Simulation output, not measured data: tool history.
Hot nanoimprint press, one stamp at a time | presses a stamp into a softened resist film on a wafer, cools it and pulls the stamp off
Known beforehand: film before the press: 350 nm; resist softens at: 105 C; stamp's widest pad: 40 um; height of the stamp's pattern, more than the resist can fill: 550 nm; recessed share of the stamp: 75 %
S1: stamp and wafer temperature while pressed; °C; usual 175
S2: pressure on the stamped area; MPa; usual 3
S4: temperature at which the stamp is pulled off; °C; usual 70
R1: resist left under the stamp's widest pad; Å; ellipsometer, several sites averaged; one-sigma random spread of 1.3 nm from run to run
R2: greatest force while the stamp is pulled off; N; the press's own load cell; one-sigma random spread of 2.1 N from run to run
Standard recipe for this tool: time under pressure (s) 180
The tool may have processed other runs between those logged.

run 1 day=0 | S1=175 S2=3 time_under_pressure_(s)=180 S4=70 | R1=2038 R2=159
run 2 day=0.629 | S1=175 S2=3 time_under_pressure_(s)=180 S4=70 | R1=2056 R2=161
run 3 day=1.838 | S1=175 S2=3 time_under_pressure_(s)=180 S4=70 | R1=2052 R2=159
run 4 day=3.108 | S1=175 S2=3 time_under_pressure_(s)=180 S4=70 | R1=2040 R2=158
run 5 day=4.292 | S1=175 S2=3.38 time_under_pressure_(s)=180 S4=70 | R1=1955 R2=158
run 6 day=5.633 | S1=175 S2=3.38 time_under_pressure_(s)=180 S4=70 | R1=1939 R2=159
run 7 day=6.938 | S1=175 S2=2.61 time_under_pressure_(s)=180 S4=70 | R1=2151 R2=158
run 8 day=7.583 | S1=175 S2=2.61 time_under_pressure_(s)=180 S4=70 | R1=2176 R2=159
run 9 day=8.317 | S1=175 S2=2.61 time_under_pressure_(s)=180 S4=70 | R1=2156 R2=160
run 10 day=9.096 | S1=175 S2=2.61 time_under_pressure_(s)=180 S4=70 | R1=2175 R2=160
run 11 day=10.383 | S1=175 S2=2.61 time_under_pressure_(s)=180 S4=70 | R1=2192 R2=159
run 12 day=11.196 | S1=175 S2=3 time_under_pressure_(s)=294 S4=70 | R1=1751 R2=165
run 13 day=12.825 | S1=175 S2=3 time_under_pressure_(s)=294 S4=70 | R1=1781 R2=162
run 14 day=13.746 | S1=175 S2=3 time_under_pressure_(s)=294 S4=70 | R1=1755 R2=159
run 15 day=15.042 | S1=175 S2=3 time_under_pressure_(s)=180 S4=70 | R1=2045 R2=161
run 16 day=15.925 | S1=167 S2=3 time_under_pressure_(s)=147 S4=75 | R1=2694 R2=150
run 17 day=16.692 | S1=167 S2=3 time_under_pressure_(s)=147 S4=75 | R1=2704 R2=151
run 18 day=18.071 | S1=178 S2=2.31 time_under_pressure_(s)=93 S4=75 | R1=2462 R2=150
run 19 day=19.204 | S1=175 S2=3.15 time_under_pressure_(s)=180 S4=70 | R1=2009 R2=158
run 20 day=20.625 | S1=175 S2=3.15 time_under_pressure_(s)=180 S4=70 | R1=1983 R2=158
run 21 day=21.592 | S1=172 S2=3.15 time_under_pressure_(s)=225 S4=70 | R1=2066 R2=159
run 22 day=22.288 | S1=173 S2=3 time_under_pressure_(s)=180 S4=70 | R1=2165 R2=158
run 23 day=23.404 | S1=173 S2=1.85 time_under_pressure_(s)=180 S4=70 | R1=2604 R2=157
run 24 day=24.158 | S1=175 S2=2.48 time_under_pressure_(s)=296 S4=70 | R1=1928 R2=158
run 25 day=24.825 | S1=186 S2=4.62 time_under_pressure_(s)=255 S4=73 | R1=966 R2=154
run 26 day=25.462 | S1=177 S2=2.84 time_under_pressure_(s)=255 S4=61 | R1=1731 R2=176
run 27 day=26.796 | S1=166 S2=3.71 time_under_pressure_(s)=231 S4=69 | R1=2362 R2=162
run 28 day=27.817 | S1=175 S2=3 time_under_pressure_(s)=132 S4=70 | R1=2232 R2=161
run 29 day=28.608 | S1=175 S2=2.89 time_under_pressure_(s)=180 S4=70 | R1=2060 R2=159
run 30 day=29.933 | S1=182 S2=2.42 time_under_pressure_(s)=195 S4=62 | R1=1750 R2=180

Not shown here: 3 entries made in the log between runs. Locate each between two listed runs and compare the hidden state at the listed run before it with the hidden state at the listed run after it:
In the gap between runs 12 and 13: plate thermocouple calibrated (day 12.371); press's hydraulic seals changed and the load cell set to zero (day 12.808)
  true temperature over the reading, C: -0.07 -> -0.01; pressure that arrives at the usual setting, %: 99.71 -> 100
In the gap between runs 18 and 19: stamp cleaned and given a new release coat (day 18.971)
  pressure that arrives at the usual setting, %: 99.98 -> 99.97; grip of the stamp's worn release coat, % over a new coat's: 0.6 -> 0

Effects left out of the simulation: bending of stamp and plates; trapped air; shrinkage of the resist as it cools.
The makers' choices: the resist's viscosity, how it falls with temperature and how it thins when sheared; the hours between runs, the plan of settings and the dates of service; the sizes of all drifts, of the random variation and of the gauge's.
